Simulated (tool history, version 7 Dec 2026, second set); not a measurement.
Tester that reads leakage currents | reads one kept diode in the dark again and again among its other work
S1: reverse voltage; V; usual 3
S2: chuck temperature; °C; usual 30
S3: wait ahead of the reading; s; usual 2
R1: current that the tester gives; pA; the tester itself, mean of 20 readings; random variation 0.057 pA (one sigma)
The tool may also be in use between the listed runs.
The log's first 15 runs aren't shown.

run,hour,S1,S2,S3,R1
16,2130.2,3,30,1.05,11.84
17,2277.4,11.76,22,2.21,22.48
18,2397.2,14.94,21,6.49,26.93
19,2544.8,1.49,39,1.63,13.18
20,2728,1.88,28,0.77,8.01
21,2925.6,1.88,54,3.21,37.21
# hour 2992.1: chuck's temperature calibrated
22,3015.4,3,30,1.53,13.55
23,3163.2,8.55,30,0.67,29.23
24,3271.4,5.98,30,0.41,22.88
25,3475,5.98,23,0.48,17.84
26,3561,5.98,23,0.48,18.13
27,3752.8,5.98,23,0.48,18.48
# hour 3849.1: probe card cleaned and baked
28,3924.2,3.61,54,1.12,52.03

The next listed run, before its measurement:
29,4060.1,10.12,30,2,?

R1: 16.95 pA
Without the tool's hidden state the same run would have given R1 17.31 pA.
